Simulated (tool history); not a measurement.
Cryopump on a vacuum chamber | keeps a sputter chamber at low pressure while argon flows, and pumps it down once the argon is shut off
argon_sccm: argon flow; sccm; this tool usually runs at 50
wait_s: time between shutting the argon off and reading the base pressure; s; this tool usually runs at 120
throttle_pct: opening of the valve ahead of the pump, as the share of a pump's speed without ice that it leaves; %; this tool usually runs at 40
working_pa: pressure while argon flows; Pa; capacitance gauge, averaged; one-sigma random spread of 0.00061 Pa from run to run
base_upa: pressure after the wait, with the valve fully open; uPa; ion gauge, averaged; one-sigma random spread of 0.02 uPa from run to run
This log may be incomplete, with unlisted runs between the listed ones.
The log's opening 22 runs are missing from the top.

run   hour  argon_sccm  wait_s  throttle_pct  working_pa  base_upa
 23  301.5          34      44            46      0.0545      1.63
 24  312.7          31      59            29      0.0771      1.57
 25  327.3          98      59            16      0.4344      1.61
 26  343.5          98      59            41      0.1779      1.54
 27  360.8          46      73            39      0.0878      1.57
 28  370.6          46      73            39      0.0880      1.55
 29  387.9          46      73            39      0.0883      1.61
 30  399.7          50     181            28      0.1314      1.50
 31  415.5          28     262            40      0.0524      1.38
 32  430.8          28     262            40      0.0520      1.40
 33  449.2          28     262            40      0.0519      1.42
 34  462.3          28     262            40      0.0537      1.45
 35  480.0          44     131            34      0.0963      1.49

Each row is a separate what-if for the run after 35, all from the same tool condition, not one after another. Results?
  A  489.7          50     262            21           ?         ?
  B  489.7          29     124            50           ?         ?
  C  489.7          44     131            23           ?         ?

run  working_pa  base_upa
  A      0.1729      1.48
  B      0.0444      1.58
  C      0.1392      1.54
The same runs, with their run-to-run variation unchanged, on a tool lacking any hidden condition would have given:
run  working_pa  base_upa
  A      0.1649      0.17
  B      0.0398      0.25
  C      0.1322      0.24

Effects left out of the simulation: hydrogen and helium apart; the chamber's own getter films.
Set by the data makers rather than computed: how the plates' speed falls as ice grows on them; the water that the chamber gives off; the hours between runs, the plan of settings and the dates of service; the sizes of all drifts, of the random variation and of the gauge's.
